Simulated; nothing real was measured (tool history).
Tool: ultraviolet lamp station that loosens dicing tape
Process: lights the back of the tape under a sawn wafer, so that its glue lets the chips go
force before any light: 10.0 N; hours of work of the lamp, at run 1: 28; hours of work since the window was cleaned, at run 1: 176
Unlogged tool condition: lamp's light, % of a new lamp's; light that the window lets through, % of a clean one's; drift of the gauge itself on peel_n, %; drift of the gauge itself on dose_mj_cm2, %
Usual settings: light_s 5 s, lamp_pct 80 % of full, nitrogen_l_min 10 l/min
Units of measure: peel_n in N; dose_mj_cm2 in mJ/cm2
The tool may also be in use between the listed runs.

run   hour  light_s  lamp_pct  nitrogen_l_min  hours of work of the lamp  hours of work since the window was cleaned  peel_n  dose_mj_cm2
  1    0.0        5        80              10                         28                                         176   1.095          282
  2    7.1        5        80               4                         34                                         181   2.009          277
  3   13.1        5        80               4                         38                                         185   1.988          280
  4   21.8        5        80               4                         45                                         192   1.987          278
  5   28.6        5        80               4                         50                                         197   2.046          277
  6   36.8        5        80              10                         56                                         204   1.113          271
  7   44.6        5        80               7                         62                                         209   1.375          270
  8   50.5        5        80               7                         67                                         214   1.473          275
  9   58.1        5        80               7                         73                                         220   1.421          275
 10   64.3        5        80              10                         77                                         224   1.119          269
 11   68.4        3        80              10                         80                                         228   2.676          161
 12   77.8        5        80              10                         88                                         235   1.150          266
 13   86.3        5        92              10                         94                                         241   0.871          309
 14   95.4        4        80              10                        101                                         248   1.705          214
 15   99.7        4        80              10                        104                                         251   1.746          212
 16  105.0        4        80              10                        108                                         255   1.740          208
 17  110.4        4        80              10                        112                                         259   1.746          209
 18  119.3        5        81              10                        119                                         266   1.188          260
 19  128.4        5        81              10                        126                                         273   1.192          266
 20  135.2        5        81              10                        131                                         278   1.202          263
 21  140.5        2        76              10                        135                                         282   4.409           96
 22  145.3        2        76              10                        139                                         286   4.274           93
 23  149.7        3        76              15                        142                                         289   2.484          148
 24  154.3        3        77              15                        146                                         293   2.447          147
     160.7  -- window cleaned of glue's vapour
 25  164.2        9        77              15                        153                                           3   0.255          520
 26  172.4        9        77              15                        159                                           9   0.265          517
 27  182.1        7        94               6                        166                                          16   0.475          490
 28  190.4        9        85              14                        173                                          23   0.241          569
 29  196.0        6        85              14                        177                                          27   0.458          379
 30  205.1        5        66               3                        184                                          34   2.774          245
 31  214.0        5        68               6                        191                                          40   1.843          248

Run 32 has not been measured yet. What should we expect?
 32  222.3        5        68               6                        197                                          47       ?            ?

Run 32 yielded peel_n 1.809 N, dose_mj_cm2 251 mJ/cm2.
Without the tool's hidden state the same run would have given peel_n 1.614 N, dose_mj_cm2 269 mJ/cm2.
